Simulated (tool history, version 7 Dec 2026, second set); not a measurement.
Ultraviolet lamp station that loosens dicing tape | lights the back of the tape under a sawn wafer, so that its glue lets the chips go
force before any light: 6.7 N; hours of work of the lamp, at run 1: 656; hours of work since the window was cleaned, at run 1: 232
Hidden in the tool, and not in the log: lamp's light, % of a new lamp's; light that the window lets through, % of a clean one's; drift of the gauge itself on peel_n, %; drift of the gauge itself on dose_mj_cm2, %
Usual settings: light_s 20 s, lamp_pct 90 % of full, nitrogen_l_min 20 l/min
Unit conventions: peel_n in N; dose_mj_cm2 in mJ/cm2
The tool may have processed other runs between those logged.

run	hour	light_s	lamp_pct	nitrogen_l_min	hours of work of the lamp	hours of work since the window was cleaned	peel_n	dose_mj_cm2
1	0	20	90	20	656	232	0.274	541
2	28.2	20	90	20	672	248	0.297	546
3	67.6	20	90	20	693	269	0.288	547
4	98	20	93	20	709	285	0.264	555
5	118.9	20	93	20	720	296	0.275	544
6	135.4	20	90	8	729	305	0.449	533
7	162.2	20	90	20	744	320	0.309	532
8	200.3	20	90	20	764	340	0.309	528
9	223.5	20	90	20	777	353	0.313	524
10	250.4	20	90	13	791	367	0.381	520
11	284.9	20	90	13	810	386	0.388	510
12	305.7	20	90	13	821	397	0.383	517
13	329.2	20	77	13	833	409	0.546	442
14	355.3	20	77	13	847	423	0.554	434
15	391.4	20	77	9	867	443	0.657	431
16	424.7	20	77	9	885	461	0.67	434
17	442.2	20	77	9	894	470	0.681	424
18	478.8	20	60	20	914	490	0.804	332
19	517.2	20	90	11	934	510	0.441	487
20	540.3	20	90	11	947	523	0.473	489
21	561.3	20	90	38	958	534	0.301	488
# hour 582.4: window cleaned of glue's vapour
22	582.4	20	67	11	969	0	0.95	344
23	613.3	15	61	20	986	17	1.477	234
24	629.3	20	83	11	994	25	0.614	426
25	645.8	27	90	33	1003	34	0.185	624
26	667.4	34	90	12	1015	46	0.182	771
27	703.8	34	90	12	1035	65	0.188	771
28	725.1	39	90	8	1046	77	0.188	870
29	743.9	21	90	22	1056	87	0.377	471
30	761.6	21	90	22	1066	96	0.403	467
31	788.7	13	63	15	1080	111	1.933	201
# hour 813.2: window cleaned of glue's vapour, once more
32	816.2	23	98	20	1095	2	0.206	641
33	833	20	75	20	1104	11	0.488	426
34	857.6	20	90	20	1117	24	0.33	506
35	884.3	20	90	20	1131	38	0.325	503
36	903.3	20	90	20	1142	48	0.338	506
37	935.6	11	74	19	1159	66	1.588	225
38	966.7	11	74	19	1176	83	1.585	223
39	983.3	21	92	9	1185	91	0.435	529
40	1011	21	92	9	1199	106	0.449	525
41	1028.4	17	90	20	1209	116	0.521	419
42	1066	17	90	20	1229	136	0.512	405

How the hidden state differs across the entries between the runs, from the last listed run before each to the first after it:
From run 21 to run 22: window cleaned of glue's vapour (hour 582.4)
  lamp's light, % of a new lamp's: 81.5 -> 81.3; light that the window lets through, % of a clean one's: 91.4 -> 87.1
  the result without the hidden state subtracted from the measured one, peel_n: +0.121 -> +0.474 N; dose_mj_cm2: -168 -> -141 mJ/cm2
From run 31 to run 32: window cleaned of glue's vapour, once more (hour 813.2)
  lamp's light, % of a new lamp's: 79.2 -> 78.9; light that the window lets through, % of a clean one's: 85.3 -> 99.4
  the result without the hidden state subtracted from the measured one, peel_n: +0.837 -> +0.057 N; dose_mj_cm2: -96 -> -176 mJ/cm2
